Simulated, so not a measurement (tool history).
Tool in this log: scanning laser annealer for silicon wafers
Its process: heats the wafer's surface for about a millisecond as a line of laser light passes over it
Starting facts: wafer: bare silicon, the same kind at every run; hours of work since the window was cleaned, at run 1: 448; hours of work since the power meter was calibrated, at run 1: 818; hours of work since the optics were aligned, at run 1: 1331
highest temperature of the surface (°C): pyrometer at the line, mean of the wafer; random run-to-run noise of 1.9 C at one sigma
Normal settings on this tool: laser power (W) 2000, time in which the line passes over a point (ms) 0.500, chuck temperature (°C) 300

| run | hour | laser power (W) | time in which the line passes over a point (ms) | chuck temperature (°C) | hours of work since the window was cleaned | hours of work since the power meter was calibrated | hours of work since the optics were aligned | highest temperature of the surface (°C) |
|---|---|---|---|---|---|---|---|---|
| 1 | 0.0 | 2000 | 0.500 | 300 | 448 | 818 | 1331 | 1074 |
| 2 | 50.1 | 2000 | 0.500 | 282 | 477 | 848 | 1360 | 1058 |
| 3 | 102.3 | 2000 | 0.500 | 282 | 507 | 878 | 1391 | 1056 |
| 4 | 151.6 | 2000 | 0.500 | 282 | 536 | 907 | 1419 | 1057 |
| 5 | 184.7 | 2000 | 0.500 | 300 | 556 | 926 | 1439 | 1072 |
| 6 | 243.4 | 1812 | 0.500 | 300 | 590 | 961 | 1473 | 995 |
| 7 | 294.8 | 1812 | 0.514 | 300 | 620 | 991 | 1503 | 1005 |
| 8 | 354.6 | 1812 | 0.481 | 300 | 655 | 1026 | 1538 | 978 |
| 9 | 399.5 | 2000 | 0.500 | 262 | 681 | 1052 | 1564 | 1031 |
| 10 | 441.4 | 2000 | 0.500 | 300 | 706 | 1076 | 1589 | 1071 |
|  | 447.0 | window over the wafer cleaned |
| 11 | 492.5 | 2000 | 0.500 | 300 | 27 | 1105 | 1618 | 1085 |
| 12 | 519.2 | 2000 | 0.500 | 300 | 42 | 1121 | 1633 | 1082 |
| 13 | 564.0 | 2000 | 0.500 | 300 | 68 | 1147 | 1659 | 1084 |
| 14 | 624.8 | 2000 | 0.500 | 300 | 104 | 1182 | 1695 | 1085 |
| 15 | 659.3 | 2000 | 0.500 | 300 | 124 | 1203 | 1715 | 1077 |
| 16 | 700.1 | 2000 | 0.500 | 300 | 148 | 1227 | 1739 | 1082 |
| 17 | 726.4 | 2000 | 0.500 | 263 | 163 | 1242 | 1754 | 1043 |
|  | 735.8 | optics aligned, line set to its width |
| 18 | 772.2 | 2000 | 0.500 | 300 | 187 | 1266 | 21 | 1078 |
| 19 | 816.8 | 1913 | 0.500 | 300 | 213 | 1292 | 47 | 1040 |
| 20 | 842.4 | 1913 | 0.500 | 300 | 228 | 1307 | 62 | 1041 |
| 21 | 870.2 | 1913 | 0.513 | 262 | 245 | 1323 | 79 | 1013 |
| 22 | 898.5 | 2095 | 0.479 | 284 | 261 | 1340 | 95 | 1081 |
| 23 | 928.6 | 2095 | 0.479 | 284 | 279 | 1357 | 113 | 1082 |
| 24 | 970.9 | 1824 | 0.568 | 300 | 304 | 1382 | 137 | 1054 |
| 25 | 1009.4 | 2032 | 0.455 | 301 | 326 | 1404 | 160 | 1047 |
| 26 | 1062.2 | 1925 | 0.500 | 275 | 357 | 1435 | 191 | 1018 |
|  | 1071.2 | optics aligned, line set to its width, once more |
| 27 | 1095.6 | 1969 | 0.352 | 264 | 374 | 1452 | 14 | 898 |
| 28 | 1126.8 | 1969 | 0.352 | 264 | 392 | 1470 | 32 | 896 |
| 29 | 1160.0 | 2191 | 0.529 | 321 | 411 | 1490 | 52 | 1205 |
| 30 | 1186.4 | 2191 | 0.529 | 321 | 427 | 1505 | 67 | 1208 |
| 31 | 1222.0 | 2191 | 0.447 | 317 | 447 | 1526 | 88 | 1126 |
| 32 | 1248.5 | 1978 | 0.447 | 287 | 463 | 1541 | 104 | 1011 |
| 33 | 1297.4 | 1954 | 0.374 | 294 | 492 | 1570 | 132 | 942 |
| 34 | 1326.1 | 1888 | 0.499 | 288 | 508 | 1587 | 149 | 1020 |
| 35 | 1354.6 | 2000 | 0.463 | 300 | 525 | 1604 | 166 | 1046 |
| 36 | 1391.0 | 2000 | 0.436 | 300 | 546 | 1625 | 187 | 1019 |
| 37 | 1422.0 | 1731 | 0.500 | 300 | 564 | 1643 | 205 | 965 |
| 38 | 1480.4 | 2000 | 0.585 | 300 | 599 | 1677 | 239 | 1143 |
| 39 | 1507.2 | 2000 | 0.585 | 300 | 614 | 1693 | 255 | 1146 |
| 40 | 1563.0 | 2047 | 0.585 | 321 | 647 | 1725 | 288 | 1186 |

Consider 4 possible next runs. They are alternatives, not a sequence: every one starts from the tool as it was left by run 40. What does each give?
| A | 1590.9 | 2159 | 0.450 | 296 | 663 | 1742 | 304 | ? |
| B | 1590.9 | 2000 | 0.492 | 332 | 663 | 1742 | 304 | ? |
| C | 1590.9 | 2078 | 0.416 | 339 | 663 | 1742 | 304 | ? |
| D | 1590.9 | 1727 | 0.470 | 282 | 663 | 1742 | 304 | ? |

| run | highest temperature of the surface (°C) |
|---|---|
| A | 1088 |
| B | 1100 |
| C | 1069 |
| D | 923 |
Without the tool's unlogged condition, the same runs would have read:
| run | highest temperature of the surface (°C) |
|---|---|
| A | 1108 |
| B | 1120 |
| C | 1088 |
| D | 940 |

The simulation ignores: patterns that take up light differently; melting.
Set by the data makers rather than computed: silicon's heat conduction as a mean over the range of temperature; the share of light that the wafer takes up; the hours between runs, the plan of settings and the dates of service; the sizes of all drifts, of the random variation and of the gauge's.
